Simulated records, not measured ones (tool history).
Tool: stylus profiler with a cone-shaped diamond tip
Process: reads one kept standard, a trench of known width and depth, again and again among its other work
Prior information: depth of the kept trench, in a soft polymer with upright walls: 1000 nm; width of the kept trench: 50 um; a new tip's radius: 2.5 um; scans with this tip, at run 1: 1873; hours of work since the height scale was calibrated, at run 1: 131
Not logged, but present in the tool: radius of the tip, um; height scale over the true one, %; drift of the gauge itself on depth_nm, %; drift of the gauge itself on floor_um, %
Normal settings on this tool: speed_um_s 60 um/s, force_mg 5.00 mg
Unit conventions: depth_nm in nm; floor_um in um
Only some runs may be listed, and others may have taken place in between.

run     day  speed_um_s  force_mg  scans with this tip  hours of work since the height scale was calibrated  depth_nm  floor_um
  1   0.000          60      5.00                 1873                                                  131   1024.28     45.80
  2   0.804          60      5.00                 2046                                                  143   1024.48     45.88
  3   1.662          60      5.00                 2231                                                  156   1024.17     45.84
  4   2.517          60      1.85                 2415                                                  169   1012.61     45.74
  5   3.233          60      1.85                 2569                                                  180   1011.95     45.70
  6   3.892         141      5.00                 2711                                                  190   1024.29     45.60
  7   4.500          60      5.00                 2843                                                  199   1023.84     45.77
  8   5.338          75      5.00                 3023                                                  211   1023.90     45.75
  9   6.104         238      8.56                 3188                                                  223   1034.86     45.49
 10   6.654          35      3.92                 3307                                                  231   1020.20     45.79
 11   7.071          83      8.32                 3396                                                  237   1034.10     45.80
 12   7.746          83      8.32                 3542                                                  248   1034.19     45.80
      7.829  -- height scale calibrated on a step standard
 13   8.646          83      8.32                 3732                                                   12   1034.23     45.72
 14   9.325          83      8.32                 3877                                                   23   1033.95     45.74
 15  10.229          83      8.32                 4073                                                   36   1033.70     45.74
 16  11.092          19      8.32                 4258                                                   49   1033.53     45.83

Predict each of these 4 candidate next runs independently; none follows another, all start after run 16:
  A  11.888          15      8.19                 4431                                                   61         ?         ?
  B  11.888          48      5.00                 4431                                                   61         ?         ?
  C  11.888          60      3.73                 4431                                                   61         ?         ?
  D  11.888          29      5.00                 4431                                                   61         ?         ?

run  depth_nm  floor_um
  A   1033.47     45.84
  B   1023.68     45.79
  C   1019.09     45.78
  D   1023.56     45.83
Had the tool no hidden state, the same runs would have come out as:
run  depth_nm  floor_um
  A   1034.59     45.95
  B   1024.78     45.90
  C   1020.19     45.88
  D   1024.67     45.93
